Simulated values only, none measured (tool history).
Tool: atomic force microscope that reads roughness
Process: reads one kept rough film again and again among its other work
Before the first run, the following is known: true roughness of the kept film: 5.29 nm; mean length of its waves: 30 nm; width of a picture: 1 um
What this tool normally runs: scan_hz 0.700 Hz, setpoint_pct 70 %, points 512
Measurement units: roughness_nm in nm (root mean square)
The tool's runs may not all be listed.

Run 1, hour 0.0: usual settings. Result: roughness_nm 4.120 nm (root mean square).
Run 2, hour 24.4: usual settings. Result: roughness_nm 4.111 nm (root mean square).
Run 3, hour 56.7: usual settings. Result: roughness_nm 4.106 nm (root mean square).
Run 4, hour 79.0: usual settings. Result: roughness_nm 4.138 nm (root mean square).
Run 5, hour 93.4: usual settings. Result: roughness_nm 4.094 nm (root mean square).
Run 6, hour 123.3: usual settings. Result: roughness_nm 4.136 nm (root mean square).
Run 7, hour 155.8: usual settings. Result: roughness_nm 4.136 nm (root mean square).
Run 8, hour 171.2: usual settings but points 847. Result: roughness_nm 4.131 nm (root mean square).
At hour 183.1: new tip fitted.
Run 9, hour 198.1: usual settings but points 847. Result: roughness_nm 4.117 nm (root mean square).
Run 10, hour 213.4: usual settings but setpoint_pct 77 %. Result: roughness_nm 4.099 nm (root mean square).
Run 11, hour 230.2: usual settings but setpoint_pct 77 %. Result: roughness_nm 4.037 nm (root mean square).
Run 12, hour 262.8: usual settings. Result: roughness_nm 4.100 nm (root mean square).
Run 13, hour 279.8: usual settings. Result: roughness_nm 4.106 nm (root mean square).
Run 14, hour 315.1: usual settings but setpoint_pct 65 %. Result: roughness_nm 4.149 nm (root mean square).
Run 15, hour 337.3: usual settings but setpoint_pct 65 %. Result: roughness_nm 4.112 nm (root mean square).
At hour 369.4: new tip fitted.
Run 16, hour 370.4: usual settings but setpoint_pct 65 %, points 554. Result: roughness_nm 4.177 nm (root mean square).
Run 17, hour 385.7: usual settings but setpoint_pct 65 %, points 554. Result: roughness_nm 4.174 nm (root mean square).
Run 18, hour 410.6: usual settings but scan_hz 1.355 Hz, setpoint_pct 74 %. Result: roughness_nm 3.951 nm (root mean square).
Run 19, hour 434.2: usual settings but setpoint_pct 79 %, points 679. Result: roughness_nm 4.026 nm (root mean square).
Run 20, hour 449.8: usual settings but scan_hz 2.708 Hz, setpoint_pct 79 %, points 296. Result: roughness_nm 3.455 nm (root mean square).
Run 21, hour 471.1: usual settings but scan_hz 2.708 Hz, setpoint_pct 79 %, points 296. Result: roughness_nm 3.442 nm (root mean square).
Run 22, hour 493.2: usual settings but scan_hz 2.708 Hz, setpoint_pct 79 %, points 296. Result: roughness_nm 3.454 nm (root mean square).
Run 23, hour 511.0: usual settings but setpoint_pct 88 %, points 336. Result: roughness_nm 3.900 nm (root mean square).
Run 24, hour 546.6: usual settings but scan_hz 3.878 Hz, setpoint_pct 89 %, points 284. Result: roughness_nm 2.784 nm (root mean square).
At hour 555.5: new tip fitted.
Run 25, hour 570.1: usual settings but scan_hz 2.031 Hz, setpoint_pct 63 %, points 809. Result: roughness_nm 4.029 nm (root mean square).
Run 26, hour 601.1: usual settings but scan_hz 2.461 Hz, setpoint_pct 65 %, points 958. Result: roughness_nm 3.941 nm (root mean square).
Run 27, hour 622.0: usual settings but scan_hz 0.687 Hz, setpoint_pct 73 %, points 829. Result: roughness_nm 4.090 nm (root mean square).
Run 28, hour 647.9: usual settings but scan_hz 3.143 Hz, setpoint_pct 82 %, points 365. Result: roughness_nm 3.276 nm (root mean square).
Run 29, hour 682.4: usual settings but scan_hz 1.002 Hz, setpoint_pct 56 %, points 477. Result: roughness_nm 4.199 nm (root mean square).

Here are 5 independent what-if runs from the current tool condition. What would each one return?
Run A, hour 713.4: usual settings but setpoint_pct 84 %. Result: roughness_nm ?.
Run B, hour 713.4: usual settings but scan_hz 1.002 Hz, setpoint_pct 81 %, points 914. Result: roughness_nm ?.
Run C, hour 713.4: usual settings but scan_hz 3.208 Hz, setpoint_pct 83 %, points 324. Result: roughness_nm ?.
Run D, hour 713.4: usual settings but setpoint_pct 63 %. Result: roughness_nm ?.
Run E, hour 713.4: usual settings but scan_hz 1.433 Hz, setpoint_pct 78 %. Result: roughness_nm ?.

run  roughness_nm
  A         4.004
  B         3.912
  C         3.187
  D         4.207
  E         3.890
Without the tool's unlogged condition, the same runs would have read:
run  roughness_nm
  A         4.013
  B         3.921
  C         3.194
  D         4.216
  E         3.899
